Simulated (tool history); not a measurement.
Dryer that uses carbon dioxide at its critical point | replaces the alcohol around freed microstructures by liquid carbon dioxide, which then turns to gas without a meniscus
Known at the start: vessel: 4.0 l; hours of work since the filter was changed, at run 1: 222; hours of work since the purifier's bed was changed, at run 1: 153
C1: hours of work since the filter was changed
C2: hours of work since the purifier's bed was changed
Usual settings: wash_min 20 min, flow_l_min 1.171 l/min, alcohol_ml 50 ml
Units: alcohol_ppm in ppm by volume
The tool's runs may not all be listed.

{"run": 1, "hour": 0.0, "wash_min": 20, "flow_l_min": 1.171, "alcohol_ml": 50, "C1": 222, "C2": 153, "alcohol_ppm": 97}
{"run": 2, "hour": 11.4, "wash_min": 20, "flow_l_min": 1.171, "alcohol_ml": 50, "C1": 226, "C2": 157, "alcohol_ppm": 105}
{"run": 3, "hour": 21.4, "wash_min": 20, "flow_l_min": 1.171, "alcohol_ml": 37, "C1": 230, "C2": 160, "alcohol_ppm": 77}
{"run": 4, "hour": 36.5, "wash_min": 20, "flow_l_min": 1.171, "alcohol_ml": 37, "C1": 235, "C2": 166, "alcohol_ppm": 83}
{"run": 5, "hour": 51.4, "wash_min": 17, "flow_l_min": 1.171, "alcohol_ml": 50, "C1": 240, "C2": 171, "alcohol_ppm": 193}
{"run": 6, "hour": 67.1, "wash_min": 20, "flow_l_min": 1.171, "alcohol_ml": 28, "C1": 246, "C2": 177, "alcohol_ppm": 79}
{"run": 7, "hour": 79.6, "wash_min": 20, "flow_l_min": 1.171, "alcohol_ml": 50, "C1": 250, "C2": 181, "alcohol_ppm": 105}
{"run": 8, "hour": 89.5, "wash_min": 20, "flow_l_min": 1.171, "alcohol_ml": 50, "C1": 254, "C2": 185, "alcohol_ppm": 107}
{"run": 9, "hour": 100.0, "wash_min": 20, "flow_l_min": 1.171, "alcohol_ml": 50, "C1": 258, "C2": 188, "alcohol_ppm": 112}
{"run": 10, "hour": 115.2, "wash_min": 20, "flow_l_min": 1.171, "alcohol_ml": 50, "C1": 263, "C2": 194, "alcohol_ppm": 116}
{"run": 11, "hour": 125.3, "wash_min": 20, "flow_l_min": 1.171, "alcohol_ml": 50, "C1": 267, "C2": 197, "alcohol_ppm": 110}
{"run": 12, "hour": 137.0, "wash_min": 20, "flow_l_min": 1.171, "alcohol_ml": 50, "C1": 271, "C2": 201, "alcohol_ppm": 115}
{"run": 13, "hour": 148.5, "wash_min": 20, "flow_l_min": 1.171, "alcohol_ml": 50, "C1": 275, "C2": 206, "alcohol_ppm": 112}
{"run": 14, "hour": 158.2, "wash_min": 20, "flow_l_min": 1.171, "alcohol_ml": 54, "C1": 278, "C2": 209, "alcohol_ppm": 123}
{"run": 15, "hour": 175.0, "wash_min": 20, "flow_l_min": 1.171, "alcohol_ml": 50, "C1": 284, "C2": 215, "alcohol_ppm": 110}
{"hour": 179.4, "done": "inlet filter changed"}
{"run": 16, "hour": 190.6, "wash_min": 20, "flow_l_min": 1.171, "alcohol_ml": 50, "C1": 4, "C2": 220, "alcohol_ppm": 101}
{"run": 17, "hour": 202.3, "wash_min": 20, "flow_l_min": 1.171, "alcohol_ml": 50, "C1": 8, "C2": 224, "alcohol_ppm": 81}
{"run": 18, "hour": 218.0, "wash_min": 20, "flow_l_min": 1.171, "alcohol_ml": 50, "C1": 14, "C2": 230, "alcohol_ppm": 86}
{"run": 19, "hour": 235.2, "wash_min": 20, "flow_l_min": 1.171, "alcohol_ml": 50, "C1": 20, "C2": 236, "alcohol_ppm": 105}
{"run": 20, "hour": 252.7, "wash_min": 20, "flow_l_min": 1.171, "alcohol_ml": 82, "C1": 26, "C2": 242, "alcohol_ppm": 125}
{"run": 21, "hour": 262.6, "wash_min": 20, "flow_l_min": 1.171, "alcohol_ml": 21, "C1": 30, "C2": 246, "alcohol_ppm": 67}
{"run": 22, "hour": 271.4, "wash_min": 20, "flow_l_min": 1.171, "alcohol_ml": 21, "C1": 33, "C2": 249, "alcohol_ppm": 64}
{"run": 23, "hour": 280.0, "wash_min": 20, "flow_l_min": 1.171, "alcohol_ml": 50, "C1": 36, "C2": 252, "alcohol_ppm": 99}
{"run": 24, "hour": 289.6, "wash_min": 20, "flow_l_min": 1.92, "alcohol_ml": 64, "C1": 39, "C2": 255, "alcohol_ppm": 54}
{"run": 25, "hour": 299.2, "wash_min": 19, "flow_l_min": 0.75, "alcohol_ml": 78, "C1": 43, "C2": 259, "alcohol_ppm": 666}
{"run": 26, "hour": 311.4, "wash_min": 19, "flow_l_min": 0.75, "alcohol_ml": 78, "C1": 47, "C2": 263, "alcohol_ppm": 678}
{"run": 27, "hour": 319.4, "wash_min": 19, "flow_l_min": 0.75, "alcohol_ml": 78, "C1": 50, "C2": 266, "alcohol_ppm": 668}
{"run": 28, "hour": 335.8, "wash_min": 19, "flow_l_min": 0.75, "alcohol_ml": 78, "C1": 56, "C2": 272, "alcohol_ppm": 668}
{"run": 29, "hour": 348.7, "wash_min": 25, "flow_l_min": 1.64, "alcohol_ml": 50, "C1": 60, "C2": 276, "alcohol_ppm": 63}
{"run": 30, "hour": 356.7, "wash_min": 25, "flow_l_min": 1.64, "alcohol_ml": 50, "C1": 63, "C2": 279, "alcohol_ppm": 62}
{"run": 31, "hour": 368.2, "wash_min": 30, "flow_l_min": 1.87, "alcohol_ml": 59, "C1": 67, "C2": 283, "alcohol_ppm": 58}
{"run": 32, "hour": 385.7, "wash_min": 30, "flow_l_min": 1.68, "alcohol_ml": 59, "C1": 73, "C2": 290, "alcohol_ppm": 60}
{"run": 33, "hour": 398.7, "wash_min": 21, "flow_l_min": 1.74, "alcohol_ml": 32, "C1": 78, "C2": 294, "alcohol_ppm": 59}
{"run": 34, "hour": 410.1, "wash_min": 21, "flow_l_min": 0.73, "alcohol_ml": 21, "C1": 82, "C2": 298, "alcohol_ppm": 201}
{"run": 35, "hour": 426.5, "wash_min": 19, "flow_l_min": 1.29, "alcohol_ml": 29, "C1": 88, "C2": 304, "alcohol_ppm": 84}
{"run": 36, "hour": 443.2, "wash_min": 14, "flow_l_min": 1.05, "alcohol_ml": 29, "C1": 94, "C2": 310, "alcohol_ppm": 289}
{"run": 37, "hour": 456.9, "wash_min": 16, "flow_l_min": 1.64, "alcohol_ml": 29, "C1": 99, "C2": 315, "alcohol_ppm": 83}
{"run": 38, "hour": 468.6, "wash_min": 16, "flow_l_min": 1.64, "alcohol_ml": 29, "C1": 103, "C2": 319, "alcohol_ppm": 78}
{"run": 39, "hour": 480.5, "wash_min": 29, "flow_l_min": 1.75, "alcohol_ml": 52, "C1": 107, "C2": 323, "alcohol_ppm": 55}
{"run": 40, "hour": 489.0, "wash_min": 23, "flow_l_min": 1.6, "alcohol_ml": 48, "C1": 110, "C2": 326, "alcohol_ppm": 66}
{"run": 41, "hour": 500.7, "wash_min": 17, "flow_l_min": 1.2, "alcohol_ml": 32, "C1": 114, "C2": 331, "alcohol_ppm": 142}
{"run": 42, "hour": 513.1, "wash_min": 17, "flow_l_min": 1.2, "alcohol_ml": 85, "C1": 119, "C2": 335, "alcohol_ppm": 253}
{"run": 43, "hour": 529.7, "wash_min": 17, "flow_l_min": 1.2, "alcohol_ml": 85, "C1": 125, "C2": 341, "alcohol_ppm": 263}
{"run": 44, "hour": 543.9, "wash_min": 17, "flow_l_min": 1.2, "alcohol_ml": 85, "C1": 130, "C2": 346, "alcohol_ppm": 260}
{"run": 45, "hour": 553.8, "wash_min": 17, "flow_l_min": 1.2, "alcohol_ml": 85, "C1": 133, "C2": 349, "alcohol_ppm": 245}

Measured less the same run without the tool's hidden state. The same run-to-run variation is in both; the gauge's scatter may not be:
The hidden state here: flow that reaches the vessel past the clogged filter, %; alcohol in the recycled carbon dioxide, ppm; drift of the gauge itself on alcohol_ppm, %.
run=1 alcohol_ppm=+52
run=2 alcohol_ppm=+53
run=3 alcohol_ppm=+46
run=4 alcohol_ppm=+48
run=5 alcohol_ppm=+81
run=6 alcohol_ppm=+46
run=7 alcohol_ppm=+58
run=8 alcohol_ppm=+63
run=9 alcohol_ppm=+63
run=10 alcohol_ppm=+63
run=11 alcohol_ppm=+66
run=12 alcohol_ppm=+66
run=13 alcohol_ppm=+67
run=14 alcohol_ppm=+72
run=15 alcohol_ppm=+72
run=16 alcohol_ppm=+41
run=17 alcohol_ppm=+41
run=18 alcohol_ppm=+44
run=19 alcohol_ppm=+46
run=20 alcohol_ppm=+49
run=21 alcohol_ppm=+46
run=22 alcohol_ppm=+46
run=23 alcohol_ppm=+48
run=24 alcohol_ppm=+46
run=25 alcohol_ppm=+83
run=26 alcohol_ppm=+88
run=27 alcohol_ppm=+89
run=28 alcohol_ppm=+94
run=29 alcohol_ppm=+49
run=30 alcohol_ppm=+50
run=31 alcohol_ppm=+52
run=32 alcohol_ppm=+53
run=33 alcohol_ppm=+53
run=34 alcohol_ppm=+68
run=35 alcohol_ppm=+59
run=36 alcohol_ppm=+84
run=37 alcohol_ppm=+61
run=38 alcohol_ppm=+61
run=39 alcohol_ppm=+55
run=40 alcohol_ppm=+58
run=41 alcohol_ppm=+74
run=42 alcohol_ppm=+100
run=43 alcohol_ppm=+103
run=44 alcohol_ppm=+105
run=45 alcohol_ppm=+106
